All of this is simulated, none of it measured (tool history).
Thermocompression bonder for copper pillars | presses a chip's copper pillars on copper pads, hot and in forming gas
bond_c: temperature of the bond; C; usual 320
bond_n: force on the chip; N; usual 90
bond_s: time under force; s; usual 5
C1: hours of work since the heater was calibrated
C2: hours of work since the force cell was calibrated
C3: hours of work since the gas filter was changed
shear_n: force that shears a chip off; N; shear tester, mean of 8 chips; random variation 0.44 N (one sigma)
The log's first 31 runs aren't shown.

{"run": 32, "hour": 1188.4, "bond_c": 323, "bond_n": 84, "bond_s": 14, "C1": 865, "C2": 166, "C3": 23, "shear_n": 112.7}
{"run": 33, "hour": 1220.0, "bond_c": 323, "bond_n": 84, "bond_s": 14, "C1": 878, "C2": 179, "C3": 36, "shear_n": 112.1}
{"run": 34, "hour": 1257.7, "bond_c": 320, "bond_n": 86, "bond_s": 5, "C1": 893, "C2": 194, "C3": 51, "shear_n": 85.0}
{"run": 35, "hour": 1301.7, "bond_c": 302, "bond_n": 90, "bond_s": 14, "C1": 911, "C2": 212, "C3": 69, "shear_n": 102.6}
{"run": 36, "hour": 1337.8, "bond_c": 302, "bond_n": 90, "bond_s": 14, "C1": 925, "C2": 227, "C3": 83, "shear_n": 102.5}
{"run": 37, "hour": 1378.6, "bond_c": 302, "bond_n": 90, "bond_s": 14, "C1": 942, "C2": 243, "C3": 100, "shear_n": 101.3}
{"run": 38, "hour": 1412.6, "bond_c": 339, "bond_n": 95, "bond_s": 5, "C1": 955, "C2": 257, "C3": 113, "shear_n": 101.4}
{"run": 39, "hour": 1456.8, "bond_c": 345, "bond_n": 90, "bond_s": 5, "C1": 973, "C2": 274, "C3": 131, "shear_n": 103.2}
{"run": 40, "hour": 1502.0, "bond_c": 328, "bond_n": 69, "bond_s": 5, "C1": 991, "C2": 292, "C3": 149, "shear_n": 78.8}

Forecast each of these 4 alternatives for the next run:
{"run": "A", "hour": 1524.4, "bond_c": 305, "bond_n": 60, "bond_s": 8, "C1": 1000, "C2": 301, "C3": 158, "shear_n": "?"}
{"run": "B", "hour": 1524.4, "bond_c": 320, "bond_n": 90, "bond_s": 9, "C1": 1000, "C2": 301, "C3": 158, "shear_n": "?"}
{"run": "C", "hour": 1524.4, "bond_c": 319, "bond_n": 84, "bond_s": 5, "C1": 1000, "C2": 301, "C3": 158, "shear_n": "?"}
{"run": "D", "hour": 1524.4, "bond_c": 320, "bond_n": 67, "bond_s": 5, "C1": 1000, "C2": 301, "C3": 158, "shear_n": "?"}

run=A shear_n=69.8
run=B shear_n=101.7
run=C shear_n=82.0
run=D shear_n=72.6
Without the tool's hidden state the same runs would have given:
run=A shear_n=73.8
run=B shear_n=106.0
run=C shear_n=86.1
run=D shear_n=76.5

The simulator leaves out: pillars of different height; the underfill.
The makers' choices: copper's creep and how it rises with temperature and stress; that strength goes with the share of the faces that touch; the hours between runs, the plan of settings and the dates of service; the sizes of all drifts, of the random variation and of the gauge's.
